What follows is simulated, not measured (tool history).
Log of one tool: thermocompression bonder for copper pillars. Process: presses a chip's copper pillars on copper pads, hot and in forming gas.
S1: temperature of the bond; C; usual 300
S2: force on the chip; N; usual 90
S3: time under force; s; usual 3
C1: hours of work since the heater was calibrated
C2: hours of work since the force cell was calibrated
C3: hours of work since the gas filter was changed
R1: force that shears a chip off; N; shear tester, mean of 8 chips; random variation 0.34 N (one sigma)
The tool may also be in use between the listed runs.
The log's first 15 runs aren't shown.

run,hour,S1,S2,S3,C1,C2,C3,R1
16,282,300,90,3,646,793,87,62.7
17,303.6,300,90,3,658,805,99,62.7
18,314.8,300,119,3,665,811,105,73.7
19,332.7,274,72,3,675,821,115,41
20,345.8,274,72,3,682,829,123,41.3
21,356.1,274,72,3,688,834,129,41.2
22,375.7,292,71,4,699,845,140,53.8
23,391,290,71,3,707,854,148,47.8
24,412.9,290,71,6,720,866,161,60.3
25,427.9,290,71,6,728,875,169,59.6
26,439,300,90,4,734,881,175,66.7
27,449.6,300,90,4,740,887,181,66.6
28,463.1,289,110,2,748,895,189,56.4
29,474.4,300,82,3,754,901,195,56.4
30,490,300,82,3,763,910,204,56.7
31,513.8,291,90,3,777,923,217,56.5
32,535.6,300,90,3,789,936,230,60.2
33,552.3,300,90,4,798,945,239,65.5

The next listed run, before its measurement:
34,564.9,300,91,4,805,952,246,?

Run 34 gave R1 65.9 N.
Without the tool's hidden state the same run would have given R1 66.2 N.
